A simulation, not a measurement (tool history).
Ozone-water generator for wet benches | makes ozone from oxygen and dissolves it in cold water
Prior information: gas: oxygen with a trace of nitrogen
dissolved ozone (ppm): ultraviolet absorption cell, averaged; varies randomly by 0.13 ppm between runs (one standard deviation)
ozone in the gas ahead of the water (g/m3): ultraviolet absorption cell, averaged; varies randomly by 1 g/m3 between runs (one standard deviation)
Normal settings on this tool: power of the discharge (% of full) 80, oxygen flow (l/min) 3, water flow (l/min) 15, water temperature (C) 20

run	hour	power of the discharge (% of full)	oxygen flow (l/min)	water flow (l/min)	water temperature (C)	dissolved ozone (ppm)	ozone in the gas ahead of the water (g/m3)
1	0	80	3	15	20	14.1	179.8
2	40.1	80	3	15	20	14	177.7
3	75.5	80	3	15	20	13.9	178
4	101.7	80	3	15	20	14.2	178.7
5	136.7	80	3	15	20	13.8	178.4
6	195.8	53	3	15	20	10.4	128.7
7	249.6	53	3	10	20	14.7	129.6
8	292.6	80	5.05	15	20	15.5	149.2
9	347.9	80	5.05	12	17	19.6	149.2
10	396.1	80	2.18	14	14	14.6	200.8
11	435.1	80	1.93	15	21	12.1	209.8

Branching from run 11: 3 alternative next runs. What would each branch give?
A	488.4	80	1.93	15	23	?	?
B	488.4	64	1.93	15	21	?	?
C	488.4	50	3	18	14	?	?

run	dissolved ozone (ppm)	ozone in the gas ahead of the water (g/m3)
A	11.8	210.6
B	10.2	175.8
C	8.7	125.2
Without the tool's hidden state the same runs would have given:
run	dissolved ozone (ppm)	ozone in the gas ahead of the water (g/m3)
A	11.9	208.4
B	10.2	173.9
C	8.7	123.9

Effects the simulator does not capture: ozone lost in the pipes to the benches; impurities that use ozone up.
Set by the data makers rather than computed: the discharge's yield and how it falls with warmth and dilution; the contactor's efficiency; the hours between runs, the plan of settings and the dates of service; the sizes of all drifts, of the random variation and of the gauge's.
